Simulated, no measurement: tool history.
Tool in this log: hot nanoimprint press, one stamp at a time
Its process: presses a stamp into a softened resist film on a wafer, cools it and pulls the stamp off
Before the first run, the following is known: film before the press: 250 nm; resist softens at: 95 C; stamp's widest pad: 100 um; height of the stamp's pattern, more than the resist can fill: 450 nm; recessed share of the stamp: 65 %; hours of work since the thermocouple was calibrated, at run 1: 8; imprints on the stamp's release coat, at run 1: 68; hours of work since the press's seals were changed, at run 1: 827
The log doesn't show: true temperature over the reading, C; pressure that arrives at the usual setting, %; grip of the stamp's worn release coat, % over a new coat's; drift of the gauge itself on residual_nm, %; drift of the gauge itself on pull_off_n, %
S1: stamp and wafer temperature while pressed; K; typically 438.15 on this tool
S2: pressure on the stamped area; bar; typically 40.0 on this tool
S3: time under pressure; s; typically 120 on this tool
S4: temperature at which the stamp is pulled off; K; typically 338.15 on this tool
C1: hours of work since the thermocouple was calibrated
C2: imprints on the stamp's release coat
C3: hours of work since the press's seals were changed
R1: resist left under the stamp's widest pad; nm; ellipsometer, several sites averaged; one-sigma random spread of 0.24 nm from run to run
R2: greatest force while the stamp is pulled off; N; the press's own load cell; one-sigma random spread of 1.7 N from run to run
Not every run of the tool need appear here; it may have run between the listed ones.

run	day	S1	S2	S3	S4	C1	C2	C3	R1	R2
1	0.000	438.15	40.0	120	338.15	8	68	827	149.5	161
2	1.258	438.15	40.0	120	329.15	27	219	846	149.0	197
3	2.646	438.15	27.8	120	329.15	48	387	867	172.9	206
# day 3.892: stamp cleaned and given a new release coat
4	4.192	438.15	52.1	120	329.15	68	36	886	132.1	178
5	5.571	438.15	52.1	120	329.15	89	202	907	131.6	191
6	6.621	438.15	52.1	120	327.15	105	329	923	131.9	207
7	7.679	438.15	52.1	120	327.15	121	457	939	132.2	215
# day 8.354: stamp cleaned and given a new release coat
8	8.696	438.15	40.0	120	338.15	132	41	951	148.4	159
9	9.329	438.15	40.0	120	338.15	142	117	960	148.7	164
10	10.617	429.15	25.9	240	344.15	161	272	980	183.2	158
11	11.758	429.15	27.0	240	344.15	178	410	997	180.3	167
# day 12.888: stamp cleaned and given a new release coat
12	13.342	438.15	54.5	120	338.15	199	55	1017	129.1	159
13	14.888	445.15	30.2	120	338.15	222	241	1040	141.5	174
14	16.300	430.15	40.0	120	332.15	243	412	1062	178.9	197
15	17.004	438.15	43.4	120	345.15	254	497	1072	142.1	165
# day 17.392: stamp cleaned and given a new release coat
16	18.142	438.15	43.4	120	345.15	267	90	1086	142.8	145
17	18.992	438.15	40.0	120	338.15	280	193	1099	147.5	167
# day 20.217: press's hydraulic seals changed and the load cell set to zero
18	20.250	438.15	40.0	107	338.15	294	305	0	144.6	176

For each entry between runs, how does the tool's hidden state at the last listed run before it compare with that at the first listed run after it?
After run 3, before run 4: stamp cleaned and given a new release coat (day 3.892)
  true temperature over the reading, C: -0.06 -> 0.02; pressure that arrives at the usual setting, %: 93.12 -> 92.93; grip of the stamp's worn release coat, % over a new coat's: 15.8 -> 1.4
  measured value less the no-hidden-state value, R1: +3.6 -> +6.4 nm; R2: +29 -> +2 N
After run 7, before run 8: stamp cleaned and given a new release coat (day 8.354)
  true temperature over the reading, C: 0.22 -> 0.27; pressure that arrives at the usual setting, %: 92.45 -> 92.35; grip of the stamp's worn release coat, % over a new coat's: 18.8 -> 1.6
  measured value less the no-hidden-state value, R1: +6.2 -> +4.6 nm; R2: +33 -> +2 N
After run 11, before run 12: stamp cleaned and given a new release coat (day 12.888)
  true temperature over the reading, C: 0.44 -> 0.52; pressure that arrives at the usual setting, %: 91.94 -> 91.77; grip of the stamp's worn release coat, % over a new coat's: 16.8 -> 2.2
  measured value less the no-hidden-state value, R1: +2.0 -> +6.1 nm; R2: +23 -> +2 N
After run 15, before run 16: stamp cleaned and given a new release coat (day 17.392)
  true temperature over the reading, C: 0.75 -> 0.8; pressure that arrives at the usual setting, %: 91.28 -> 91.16; grip of the stamp's worn release coat, % over a new coat's: 20.5 -> 3.6
  measured value less the no-hidden-state value, R1: +4.2 -> +4.1 nm; R2: +26 -> +4 N
After run 17, before run 18: press's hydraulic seals changed and the load cell set to zero (day 20.217)
  true temperature over the reading, C: 0.85 -> 0.9; pressure that arrives at the usual setting, %: 91.04 -> 100.46; grip of the stamp's worn release coat, % over a new coat's: 7.8 -> 12.4
  measured value less the no-hidden-state value, R1: +3.5 -> -3.6 nm; R2: +10 -> +17 N
